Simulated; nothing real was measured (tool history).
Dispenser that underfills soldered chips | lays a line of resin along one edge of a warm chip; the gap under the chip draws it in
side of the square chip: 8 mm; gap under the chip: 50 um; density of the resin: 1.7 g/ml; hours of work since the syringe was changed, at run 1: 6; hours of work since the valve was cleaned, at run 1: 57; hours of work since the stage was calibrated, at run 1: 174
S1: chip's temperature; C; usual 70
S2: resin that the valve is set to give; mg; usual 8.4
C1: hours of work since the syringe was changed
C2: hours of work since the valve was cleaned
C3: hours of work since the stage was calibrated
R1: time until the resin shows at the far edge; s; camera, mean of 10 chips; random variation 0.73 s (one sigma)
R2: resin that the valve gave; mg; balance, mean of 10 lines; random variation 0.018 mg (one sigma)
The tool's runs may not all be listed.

| run | hour | S1 | S2 | C1 | C2 | C3 | R1 | R2 |
|---|---|---|---|---|---|---|---|---|
| 1 | 0 | 70 | 8.4 | 6 | 57 | 174 | 102.8 | 8.14 |
|  | 1.8 | new syringe of resin |
| 2 | 3 | 70 | 8.4 | 1 | 59 | 176 | 71.5 | 8.1 |
| 3 | 9.4 | 70 | 8.4 | 5 | 63 | 180 | 95.7 | 8.12 |
|  | 12.6 | new syringe of resin |
| 4 | 14.2 | 70 | 8.72 | 1 | 66 | 183 | 73.3 | 8.42 |
| 5 | 20 | 70 | 8.72 | 5 | 70 | 187 | 95.3 | 8.39 |
|  | 23.7 | new syringe of resin |
| 6 | 24.4 | 70 | 7.82 | 0 | 73 | 190 | 72.1 | 7.52 |
|  | 30.6 | dispensing valve cleaned and set on the balance |
| 7 | 31.7 | 70 | 7.82 | 5 | 1 | 194 | 96.2 | 7.82 |
|  | 35.4 | new syringe of resin |
| 8 | 38.2 | 70 | 7.82 | 2 | 5 | 198 | 79.6 | 7.82 |
| 9 | 42 | 70 | 7.49 | 4 | 8 | 201 | 96.2 | 7.45 |
|  | 46.2 | new syringe of resin |
| 10 | 46.5 | 70 | 7.49 | 0 | 10 | 204 | 71.1 | 7.44 |
| 11 | 52.9 | 70 | 9.54 | 5 | 15 | 208 | 91.6 | 9.49 |
|  | 57.2 | new syringe of resin |
| 12 | 57.8 | 70 | 9.84 | 0 | 18 | 211 | 69.7 | 9.75 |
| 13 | 60.9 | 70 | 9.84 | 3 | 20 | 214 | 80.5 | 9.72 |
| 14 | 67.4 | 83 | 9.84 | 7 | 24 | 218 | 54.7 | 9.68 |
|  | 68.1 | new syringe of resin |
| 15 | 71.1 | 83 | 9.84 | 2 | 27 | 220 | 38.5 | 9.71 |
| 16 | 74 | 83 | 9.84 | 4 | 29 | 222 | 44.5 | 9.71 |
|  | 79.2 | new syringe of resin |
| 17 | 79.8 | 64 | 8.24 | 0 | 32 | 226 | 97.6 | 8.13 |
| 18 | 85.4 | 64 | 8.24 | 4 | 36 | 230 | 126.2 | 8.07 |
|  | 90.3 | new syringe of resin |
| 19 | 90.7 | 80 | 8.66 | 0 | 40 | 233 | 40.8 | 8.47 |
| 20 | 94.8 | 80 | 8.66 | 3 | 42 | 236 | 50.8 | 8.47 |
| 21 | 100.1 | 80 | 8.66 | 7 | 46 | 239 | 63.5 | 8.42 |
|  | 101.2 | new syringe of resin |
| 22 | 106.4 | 80 | 10.25 | 4 | 50 | 244 | 51.2 | 10 |
|  | 112.2 | new syringe of resin |
| 23 | 112.3 | 61 | 9.26 | 0 | 54 | 247 | 111.7 | 9.01 |
| 24 | 118.5 | 66 | 9.85 | 4 | 58 | 252 | 111.6 | 9.55 |
| 25 | 121.2 | 71 | 8.25 | 6 | 60 | 253 | 99.8 | 7.96 |
|  | 123.2 | new syringe of resin |
| 26 | 127.6 | 75 | 8.32 | 3 | 64 | 258 | 64.7 | 8.06 |
| 27 | 133.2 | 75 | 8.32 | 7 | 68 | 261 | 83.2 | 8 |
|  | 134 | new syringe of resin |
| 28 | 139 | 82 | 9.34 | 3 | 72 | 265 | 46.3 | 8.99 |
| 29 | 143.3 | 82 | 9.34 | 6 | 75 | 268 | 55.7 | 8.99 |
|  | 144.6 | new syringe of resin |
|  | 147.4 | dispensing valve cleaned and set on the balance |
| 30 | 149 | 83 | 9.35 | 2 | 1 | 271 | 40.3 | 9.35 |

Measured less the same run without the tool's hidden state. The same run-to-run variation is in both; the gauge's scatter may not be:
The hidden state here: resin's viscosity, % of fresh resin's; dose that the valve gives, % of what is set; true chip temperature over the reading, C; drift of the gauge itself on fill_s, %; drift of the gauge itself on given_mg, %.
| run | R1 | R2 |
|---|---|---|
| 1 | +37.1 | -0.26 |
| 2 | +5.8 | -0.27 |
| 3 | +30.2 | -0.28 |
| 4 | +7.1 | -0.31 |
| 5 | +29.3 | -0.33 |
| 6 | +5.1 | -0.31 |
| 7 | +29 | +0 |
| 8 | +12.4 | -0.02 |
| 9 | +28.3 | -0.03 |
| 10 | +3.3 | -0.04 |
| 11 | +26.6 | -0.08 |
| 12 | +4.4 | -0.09 |
| 13 | +15.1 | -0.1 |
| 14 | +21.7 | -0.13 |
| 15 | +5.3 | -0.14 |
| 16 | +10.9 | -0.15 |
| 17 | +4.4 | -0.14 |
| 18 | +33.1 | -0.16 |
| 19 | +2.4 | -0.18 |
| 20 | +11.2 | -0.2 |
| 21 | +24.6 | -0.22 |
| 22 | +13 | -0.28 |
| 23 | +3.4 | -0.27 |
| 24 | +29.9 | -0.31 |
| 25 | +35.4 | -0.27 |
| 26 | +13.8 | -0.29 |
| 27 | +32.7 | -0.31 |
| 28 | +11.6 | -0.37 |
| 29 | +21.5 | -0.38 |
| 30 | +7.2 | +0.01 |
